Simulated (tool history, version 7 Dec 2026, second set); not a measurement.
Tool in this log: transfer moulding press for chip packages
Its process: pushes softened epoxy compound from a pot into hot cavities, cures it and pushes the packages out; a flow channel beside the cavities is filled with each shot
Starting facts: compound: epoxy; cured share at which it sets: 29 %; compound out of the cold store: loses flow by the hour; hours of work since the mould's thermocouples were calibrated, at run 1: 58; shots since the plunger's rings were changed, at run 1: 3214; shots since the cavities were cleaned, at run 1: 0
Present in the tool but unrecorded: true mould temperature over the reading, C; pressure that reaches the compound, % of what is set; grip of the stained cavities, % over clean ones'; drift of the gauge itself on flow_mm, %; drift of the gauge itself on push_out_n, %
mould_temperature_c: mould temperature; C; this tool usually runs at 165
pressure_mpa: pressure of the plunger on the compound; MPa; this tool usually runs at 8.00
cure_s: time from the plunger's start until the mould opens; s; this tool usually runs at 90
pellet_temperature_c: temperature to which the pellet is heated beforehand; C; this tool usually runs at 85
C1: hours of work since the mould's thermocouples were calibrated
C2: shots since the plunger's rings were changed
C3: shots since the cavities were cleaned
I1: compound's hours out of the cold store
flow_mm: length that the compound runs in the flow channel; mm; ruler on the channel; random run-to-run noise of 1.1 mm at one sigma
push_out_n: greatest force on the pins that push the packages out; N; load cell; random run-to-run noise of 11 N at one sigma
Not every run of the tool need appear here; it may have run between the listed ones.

{"run": 1, "hour": 0.0, "mould_temperature_c": 165, "pressure_mpa": 8.0, "cure_s": 90, "pellet_temperature_c": 85, "C1": 58, "C2": 3214, "C3": 0, "I1": 12.3, "flow_mm": 514, "push_out_n": 511}
{"run": 2, "hour": 53.2, "mould_temperature_c": 165, "pressure_mpa": 8.0, "cure_s": 90, "pellet_temperature_c": 85, "C1": 89, "C2": 3865, "C3": 651, "I1": 46.2, "flow_mm": 456, "push_out_n": 825}
{"hour": 58.1, "done": "cavities cleaned with cleaning compound and waxed"}
{"hour": 99.0, "done": "plunger's sealing rings changed"}
{"run": 3, "hour": 112.0, "mould_temperature_c": 165, "pressure_mpa": 8.0, "cure_s": 90, "pellet_temperature_c": 85, "C1": 121, "C2": 159, "C3": 629, "I1": 44.7, "flow_mm": 476, "push_out_n": 839}
{"hour": 118.8, "done": "cavities cleaned with cleaning compound and waxed"}
{"run": 4, "hour": 171.2, "mould_temperature_c": 165, "pressure_mpa": 8.0, "cure_s": 90, "pellet_temperature_c": 85, "C1": 155, "C2": 866, "C3": 642, "I1": 10.3, "flow_mm": 527, "push_out_n": 886}
{"hour": 175.6, "done": "cavities cleaned with cleaning compound and waxed"}
{"hour": 233.2, "done": "cavities cleaned with cleaning compound and waxed"}
{"run": 5, "hour": 233.2, "mould_temperature_c": 165, "pressure_mpa": 8.0, "cure_s": 90, "pellet_temperature_c": 85, "C1": 189, "C2": 1588, "C3": 0, "I1": 42.7, "flow_mm": 470, "push_out_n": 470}
{"hour": 292.6, "done": "cavities cleaned with cleaning compound and waxed"}
{"run": 6, "hour": 297.7, "mould_temperature_c": 165, "pressure_mpa": 8.0, "cure_s": 90, "pellet_temperature_c": 85, "C1": 226, "C2": 2360, "C3": 64, "I1": 39.4, "flow_mm": 471, "push_out_n": 545}
{"hour": 348.9, "done": "cavities cleaned with cleaning compound and waxed"}
{"run": 7, "hour": 364.0, "mould_temperature_c": 165, "pressure_mpa": 8.0, "cure_s": 90, "pellet_temperature_c": 85, "C1": 264, "C2": 3152, "C3": 184, "I1": 24.5, "flow_mm": 492, "push_out_n": 657}
{"hour": 408.1, "done": "cavities cleaned with cleaning compound and waxed"}
{"run": 8, "hour": 414.6, "mould_temperature_c": 157, "pressure_mpa": 9.4, "cure_s": 121, "pellet_temperature_c": 85, "C1": 292, "C2": 3754, "C3": 80, "I1": 45.0, "flow_mm": 515, "push_out_n": 530}
{"hour": 465.5, "done": "plunger's sealing rings changed"}
{"hour": 467.0, "done": "cavities cleaned with cleaning compound and waxed"}
{"run": 9, "hour": 483.7, "mould_temperature_c": 162, "pressure_mpa": 8.0, "cure_s": 127, "pellet_temperature_c": 85, "C1": 330, "C2": 205, "C3": 205, "I1": 34.8, "flow_mm": 496, "push_out_n": 471}
{"hour": 523.9, "done": "cavities cleaned with cleaning compound and waxed"}
{"run": 10, "hour": 524.5, "mould_temperature_c": 162, "pressure_mpa": 8.0, "cure_s": 127, "pellet_temperature_c": 85, "C1": 353, "C2": 686, "C3": 8, "I1": 19.1, "flow_mm": 520, "push_out_n": 375}
{"hour": 579.6, "done": "cavities cleaned with cleaning compound and waxed"}
{"run": 11, "hour": 579.6, "mould_temperature_c": 165, "pressure_mpa": 7.19, "cure_s": 90, "pellet_temperature_c": 85, "C1": 384, "C2": 1343, "C3": 0, "I1": 36.3, "flow_mm": 457, "push_out_n": 509}
{"run": 12, "hour": 607.8, "mould_temperature_c": 161, "pressure_mpa": 8.0, "cure_s": 124, "pellet_temperature_c": 85, "C1": 401, "C2": 1688, "C3": 345, "I1": 28.4, "flow_mm": 502, "push_out_n": 581}

Below are 4 alternative next runs, each starting from the tool's condition after run 12. Predict each:
{"hour": 635.7, "done": "cavities cleaned with cleaning compound and waxed"}
{"run": "A", "hour": 677.1, "mould_temperature_c": 160, "pressure_mpa": 8.0, "cure_s": 105, "pellet_temperature_c": 92, "C1": 440, "C2": 2518, "C3": 508, "I1": 17.0, "flow_mm": "?", "push_out_n": "?"}
{"hour": 635.7, "done": "cavities cleaned with cleaning compound and waxed"}
{"run": "B", "hour": 677.1, "mould_temperature_c": 159, "pressure_mpa": 8.0, "cure_s": 92, "pellet_temperature_c": 86, "C1": 440, "C2": 2518, "C3": 508, "I1": 45.6, "flow_mm": "?", "push_out_n": "?"}
{"hour": 635.7, "done": "cavities cleaned with cleaning compound and waxed"}
{"run": "C", "hour": 677.1, "mould_temperature_c": 160, "pressure_mpa": 8.0, "cure_s": 90, "pellet_temperature_c": 75, "C1": 440, "C2": 2518, "C3": 508, "I1": 20.5, "flow_mm": "?", "push_out_n": "?"}
{"hour": 635.7, "done": "cavities cleaned with cleaning compound and waxed"}
{"run": "D", "hour": 677.1, "mould_temperature_c": 161, "pressure_mpa": 7.05, "cure_s": 124, "pellet_temperature_c": 88, "C1": 440, "C2": 2518, "C3": 508, "I1": 29.7, "flow_mm": "?", "push_out_n": "?"}

run=A flow_mm=517 push_out_n=859
run=B flow_mm=475 push_out_n=1176
run=C flow_mm=515 push_out_n=1262
run=D flow_mm=463 push_out_n=616
Stripped of hidden state, with their random variation kept, the same runs would have yielded:
run=A flow_mm=529 push_out_n=510
run=B flow_mm=486 push_out_n=700
run=C flow_mm=527 push_out_n=747
run=D flow_mm=474 push_out_n=371
